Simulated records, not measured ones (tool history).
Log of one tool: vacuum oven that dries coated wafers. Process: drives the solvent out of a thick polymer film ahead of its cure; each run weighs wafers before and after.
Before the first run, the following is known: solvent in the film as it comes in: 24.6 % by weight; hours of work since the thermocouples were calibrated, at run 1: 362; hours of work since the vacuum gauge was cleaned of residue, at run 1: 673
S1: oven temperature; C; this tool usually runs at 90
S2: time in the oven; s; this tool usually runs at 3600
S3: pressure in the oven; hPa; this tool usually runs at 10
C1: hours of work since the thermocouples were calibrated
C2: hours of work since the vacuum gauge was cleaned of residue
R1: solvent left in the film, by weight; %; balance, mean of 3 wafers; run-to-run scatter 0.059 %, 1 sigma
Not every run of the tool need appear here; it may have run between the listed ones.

run     day   S1    S2    S3   C1   C2    R1
  1       0   90  3600    10  362  673  3.36
  2   2.192   90  3600    10  392  703   3.3
  3   4.146   90  3600    10  419  730  3.46
  4   5.083   90  3600    10  432  743  3.37
  5   6.458   90  3600    10  450  762  3.35
  6   8.675   90  3600    10  481  792  3.41
  7  10.446  105  5160  17.9  505  817   0.5
  8  12.662  105  6420  33.3  536  847  0.71

What does the tool deliver on the next run?
  9  13.629  105  6420  33.3  549  861   ?

Run 9 came out at R1 0.82 %.
On a tool with no hidden condition, and with the same random variation, this run would have come out at R1 0.75 %.
